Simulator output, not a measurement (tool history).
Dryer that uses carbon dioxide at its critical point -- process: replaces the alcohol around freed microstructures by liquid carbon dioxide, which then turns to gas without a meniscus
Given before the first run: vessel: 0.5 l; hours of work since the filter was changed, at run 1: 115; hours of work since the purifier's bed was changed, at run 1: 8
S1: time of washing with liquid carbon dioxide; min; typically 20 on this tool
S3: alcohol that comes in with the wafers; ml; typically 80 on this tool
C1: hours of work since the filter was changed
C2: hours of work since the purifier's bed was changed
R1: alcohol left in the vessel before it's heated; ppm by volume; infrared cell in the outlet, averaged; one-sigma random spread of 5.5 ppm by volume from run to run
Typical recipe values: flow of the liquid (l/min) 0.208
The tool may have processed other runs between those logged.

Run 1, day 0.000: usual settings; C1 115; C2 8. Result: R1 242 ppm by volume.
Run 2, day 1.125: usual settings; C1 135; C2 28. Result: R1 259 ppm by volume.
Run 3, day 2.308: usual settings; C1 156; C2 49. Result: R1 288 ppm by volume.
Run 4, day 4.154: usual settings; C1 189; C2 82. Result: R1 333 ppm by volume.
Run 5, day 6.046: usual settings but S1 26 min; C1 223; C2 116. Result: R1 79 ppm by volume.
Run 6, day 7.754: usual settings but flow of the liquid (l/min) 0.256; C1 254; C2 147. Result: R1 138 ppm by volume.
Run 7, day 9.775: usual settings but S3 49 ml; C1 290; C2 183. Result: R1 312 ppm by volume.
Run 8, day 10.850: usual settings but S1 16 min, flow of the liquid (l/min) 0.317, S3 117 ml; C1 310; C2 203. Result: R1 279 ppm by volume.
Run 9, day 11.992: usual settings but flow of the liquid (l/min) 0.233; C1 330; C2 223. Result: R1 322 ppm by volume.
At day 12.138: inlet filter changed.
Run 10, day 13.696: usual settings but S1 27 min, flow of the liquid (l/min) 0.350, S3 58 ml; C1 28; C2 253. Result: R1 39 ppm by volume.
Run 11, day 14.850: usual settings but S1 27 min, flow of the liquid (l/min) 0.153, S3 115 ml; C1 49; C2 274. Result: R1 277 ppm by volume.
Run 12, day 16.208: usual settings but S1 30 min, flow of the liquid (l/min) 0.164, S3 73 ml; C1 73; C2 299. Result: R1 88 ppm by volume.
Run 13, day 17.800: usual settings but S1 21 min, flow of the liquid (l/min) 0.266, S3 73 ml; C1 102; C2 327. Result: R1 78 ppm by volume.

Below, some changes in R1 between adjacent runs. For each, the amount present without the hidden state too (settings, incoming material, random variation) and the amount remaining for the hidden state with gauge scatter not shared by both compared results:
Hidden state at play: flow that reaches the vessel past the clogged filter, %; alcohol in the recycled carbon dioxide, ppm; drift of the gauge itself on alcohol_ppm, %.
Run 9 -> 10: S1 20 -> 27, flow of the liquid (l/min) 0.233 -> 0.350, S3 80 -> 58, inlet filter changed. R1 -283 ppm by volume: hidden state -211, all else -72.
